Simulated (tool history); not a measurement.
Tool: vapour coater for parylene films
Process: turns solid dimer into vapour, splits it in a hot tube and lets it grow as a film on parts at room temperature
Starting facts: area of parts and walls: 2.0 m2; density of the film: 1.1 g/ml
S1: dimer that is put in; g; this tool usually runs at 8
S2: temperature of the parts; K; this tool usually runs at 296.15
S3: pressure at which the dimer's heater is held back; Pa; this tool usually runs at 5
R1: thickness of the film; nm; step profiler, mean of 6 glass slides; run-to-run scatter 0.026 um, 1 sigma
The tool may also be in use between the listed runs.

run 1 hour=0 | S1=8 S2=296.15 S3=5 | R1=1960
run 2 hour=32.1 | S1=8 S2=296.15 S3=5 | R1=1970
run 3 hour=61.2 | S1=8 S2=296.15 S3=5 | R1=1910
run 4 hour=99.2 | S1=8 S2=296.15 S3=2.07 | R1=2200
-- hour=142.3 trap's valve overhauled
run 5 hour=157.2 | S1=8 S2=296.15 S3=2.07 | R1=2420
run 6 hour=188.4 | S1=8 S2=296.15 S3=2.07 | R1=2340
run 7 hour=220.6 | S1=8 S2=294.15 S3=5 | R1=2200
run 8 hour=260.5 | S1=8 S2=296.15 S3=5 | R1=2070
run 9 hour=307 | S1=8 S2=296.15 S3=5 | R1=2050
run 10 hour=330.6 | S1=8 S2=299.15 S3=5 | R1=1860
run 11 hour=355.5 | S1=8 S2=299.15 S3=5 | R1=1840
run 12 hour=396.7 | S1=8 S2=299.15 S3=5 | R1=1860
run 13 hour=447.6 | S1=8 S2=296.15 S3=5 | R1=1980
run 14 hour=500.2 | S1=9 S2=296.15 S3=5 | R1=2210
run 15 hour=540.9 | S1=9 S2=296.15 S3=5 | R1=2210
run 16 hour=567.5 | S1=9 S2=296.15 S3=5 | R1=2200
run 17 hour=597.3 | S1=9 S2=296.15 S3=5 | R1=2210
run 18 hour=645.7 | S1=8 S2=296.15 S3=2.13 | R1=2200
run 19 hour=672.5 | S1=8 S2=296.15 S3=5 | R1=1890
-- hour=703 trap's valve overhauled
run 20 hour=713.9 | S1=8 S2=296.15 S3=5 | R1=2090
run 21 hour=749.2 | S1=8 S2=296.15 S3=9.57 | R1=1930
run 22 hour=783.6 | S1=8 S2=296.15 S3=9.57 | R1=1870
run 23 hour=826.5 | S1=8 S2=296.15 S3=9.57 | R1=1890
run 24 hour=872.5 | S1=8 S2=296.15 S3=9.57 | R1=1830
run 25 hour=919.7 | S1=11 S2=291.15 S3=10.16 | R1=2830
run 26 hour=949.1 | S1=10 S2=291.15 S3=10.16 | R1=2610
run 27 hour=973.5 | S1=10 S2=291.15 S3=10.16 | R1=2610
run 28 hour=1003.1 | S1=10 S2=297.15 S3=4.17 | R1=2460
run 29 hour=1059.2 | S1=4 S2=296.15 S3=5 | R1=990

The next listed run, before its measurement:
run 30 hour=1087 | S1=5 S2=296.15 S3=2.08 | R1=?

R1: 1340 nm
On a tool with no hidden condition, and with the same random variation, this run would have come out at R1 1460 nm.
